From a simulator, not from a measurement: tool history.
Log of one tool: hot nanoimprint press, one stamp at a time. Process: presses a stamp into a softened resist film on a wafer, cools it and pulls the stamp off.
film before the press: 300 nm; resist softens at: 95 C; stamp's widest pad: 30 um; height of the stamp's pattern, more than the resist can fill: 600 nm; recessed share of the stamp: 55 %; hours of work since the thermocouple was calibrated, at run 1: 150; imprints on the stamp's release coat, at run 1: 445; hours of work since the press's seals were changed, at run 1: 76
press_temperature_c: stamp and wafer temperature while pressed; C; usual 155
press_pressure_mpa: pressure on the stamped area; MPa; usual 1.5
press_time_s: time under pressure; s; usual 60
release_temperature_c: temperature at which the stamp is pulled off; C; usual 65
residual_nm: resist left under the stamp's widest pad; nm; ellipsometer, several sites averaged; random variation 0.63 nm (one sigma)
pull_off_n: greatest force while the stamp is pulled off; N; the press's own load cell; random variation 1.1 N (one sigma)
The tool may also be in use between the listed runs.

run     day  press_temperature_c  press_pressure_mpa  press_time_s  release_temperature_c  hours of work since the thermocouple was calibrated  imprints on the stamp's release coat  hours of work since the press's seals were changed  residual_nm  pull_off_n
  1       0                  155                 1.5            60                     65                                                  150                                   445                                                  76        163.6         185
  2     2.4                  155                 1.5            60                     65                                                  180                                   557                                                 107        164.5         188
  3   3.721                  148                 1.5            60                     65                                                  197                                   618                                                 123        200.4         191
      4.929  -- stamp cleaned and given a new release coat
  4   5.517                  155                2.27            60                     65                                                  216                                    27                                                 143        138.4         177
  5   6.717                  155                2.27            60                     65                                                  232                                    83                                                 158        139.5         180
  6   9.425                  155                2.27            60                     65                                                  266                                   209                                                 192        140.3         183
  7  11.308                  155                 1.5            60                     65                                                  290                                   296                                                 216        165.6         185
     13.446  -- plate thermocouple calibrated
  8  13.446                  155                 1.5            60                     65                                                    0                                   390                                                 241        162.1         182
  9  16.083                  149                 1.5            60                     65                                                   33                                   513                                                 274        192.2         183
 10  18.012                  149                 1.5            60                     65                                                   58                                   602                                                 299        194.1         187
     19.579  -- stamp cleaned and given a new release coat
 11  20.117                  149                 1.5            60                     65                                                   81                                    24                                                 322        193.8         176
 12  22.288                  149                 1.5            60                     65                                                  108                                   126                                                 350        194.7         177
 13  24.996                  155                1.27            78                     65                                                  143                                   251                                                 384        161.5         180
 14  26.617                  147                2.14            82                     65                                                  163                                   327                                                 404        167.5         185
 15  28.392                  147                2.14            82                     65                                                  185                                   409                                                 427        168.4         187
 16  30.754                  146                 1.5            60                     65                                                  215                                   519                                                 456        214.6         189

Forecast run 17:
 17  31.888                  146                 1.5            60                     65                                                  230                                   572                                                 471            ?           ?

residual_nm: 214.6 nm
pull_off_n: 192 N
Without the tool's hidden state the same run would have given residual_nm 207.6 nm, pull_off_n 175 N.
